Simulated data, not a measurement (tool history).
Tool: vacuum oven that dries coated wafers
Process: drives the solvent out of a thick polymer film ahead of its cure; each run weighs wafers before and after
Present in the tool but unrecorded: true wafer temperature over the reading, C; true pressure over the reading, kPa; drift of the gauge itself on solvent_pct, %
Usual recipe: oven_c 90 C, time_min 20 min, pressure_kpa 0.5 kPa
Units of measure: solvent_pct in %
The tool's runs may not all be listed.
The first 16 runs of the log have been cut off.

run	day	oven_c	time_min	pressure_kpa	hours of work since the thermocouples were calibrated	hours of work since the vacuum gauge was cleaned of residue	solvent_pct
17	22.338	90	32	0.5	197	117	0.88
# day 23.383: vacuum gauge cleaned of residue and calibrated, once more
18	23.625	90	32	0.5	214	3	0.46
19	25.129	90	32	0.5	236	25	0.48
20	27.167	90	32	0.5	265	54	0.43
21	28.704	76	32	0.5	287	76	1.96
22	30.683	90	21	0.318	315	104	1.19
23	32.346	88	21	0.318	339	128	1.44
24	33.754	88	21	0.318	359	148	1.47
25	35.454	88	21	0.318	384	172	1.49
26	37.604	88	21	0.318	414	203	1.46
27	38.933	88	21	0.318	433	222	1.4
28	41.112	88	21	0.377	464	253	1.48
29	43.292	88	21	0.377	495	284	1.56
30	45.225	89	20	0.441	523	312	1.6
31	47.358	89	12	0.366	554	343	3.99
32	49.504	89	12	0.366	584	373	3.97
33	51.604	89	12	0.366	614	403	3.9
34	53.692	89	12	0.366	644	433	4.04
35	55.512	89	12	0.366	670	459	3.91
36	56.838	89	12	0.366	689	478	4.02
37	58.712	78	12	0.5	716	505	7.07

Branching from run 37: 5 alternative next runs. What would each branch give?
A	59.95	90	20	0.742	733	522	?
B	59.95	84	20	0.377	733	522	?
C	59.95	90	10	0.5	733	522	?
D	59.95	103	25	0.292	733	522	?
E	59.95	90	20	0.5	733	522	?

run	solvent_pct
A	1.68
B	2.49
C	4.95
D	0.26
E	1.48
Had the tool no hidden state, the same runs would have come out as:
run	solvent_pct
A	1.49
B	2.23
C	4.68
D	0.19
E	1.29
